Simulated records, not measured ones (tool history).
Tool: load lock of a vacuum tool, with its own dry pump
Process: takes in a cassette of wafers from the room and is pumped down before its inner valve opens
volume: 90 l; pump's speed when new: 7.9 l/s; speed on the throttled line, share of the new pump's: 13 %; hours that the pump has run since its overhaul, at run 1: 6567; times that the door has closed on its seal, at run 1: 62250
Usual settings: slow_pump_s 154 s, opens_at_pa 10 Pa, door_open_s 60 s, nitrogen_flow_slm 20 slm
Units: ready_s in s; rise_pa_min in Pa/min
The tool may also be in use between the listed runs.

run,hour,slow_pump_s,opens_at_pa,door_open_s,nitrogen_flow_slm,hours that the pump has run since its overhaul,times that the door has closed on its seal,"incoming humidity of the room's air, %",ready_s,rise_pa_min
1,0,154,10,60,20,6567,62250,49.1,246.6,0.294
2,141.9,154,10,31,20,6709,62876,45.3,245,0.297
3,275.6,154,10,31,20,6843,63465,45.3,248.9,0.305
4,489.6,154,10,60,11,7057,64409,42.5,246,0.309
5,674.4,154,10,60,11,7241,65223,44,247.6,0.317
6,856.9,154,19,60,20,7424,66028,43.2,238.3,0.325
7,994.8,154,19,220,20,7562,66635,45.8,236.6,0.329
8,1192,154,19,220,20,7759,67504,44.5,237.8,0.343
9,1324.3,154,19,220,20,7891,68088,44.6,239.5,0.348
10,1530.2,154,19,220,20,8097,68995,46.2,240,0.351
11,1647.6,154,19,220,20,8215,69513,43,237.7,0.357
# hour 1722.6: door's seal changed, seat wiped
12,1868.3,154,10,60,7,8434,642,43.2,246.3,0.025
13,2038.5,218,10,60,7,8604,1392,47.8,302.3,0.016
14,2138.6,154,10,60,20,8704,1834,47.8,250.1,0.014
15,2245.2,154,10,60,20,8811,2303,44.4,246.4,0.016
16,2407.3,154,10,60,20,8973,3018,46.1,245.4,0.013
17,2613.8,154,10,60,20,9179,3928,44.7,247.3,0.012
18,2818.6,78,18,42,17,9384,4831,48.1,175.5,0.022
19,2984.7,78,18,64,43,9550,5563,48.3,175.9,0.02
20,3179.6,154,9,31,20,9745,6422,45,250.3,0.011
21,3343.9,85,8,60,5,9909,7146,44.3,192.1,0.032
22,3490.7,94,8,56,5,10056,7794,47,201.4,0.038
23,3659.8,81,8,157,7,10225,8539,44.9,189.3,0.044

Forecast run 24:
24,3782.7,154,10,71,15,10348,9080,43.9,?,?

ready_s: 249.8 s
rise_pa_min: 0.033 Pa/min
Without the tool's hidden state the same run would have given ready_s 240.7 s, rise_pa_min 0.016 Pa/min.

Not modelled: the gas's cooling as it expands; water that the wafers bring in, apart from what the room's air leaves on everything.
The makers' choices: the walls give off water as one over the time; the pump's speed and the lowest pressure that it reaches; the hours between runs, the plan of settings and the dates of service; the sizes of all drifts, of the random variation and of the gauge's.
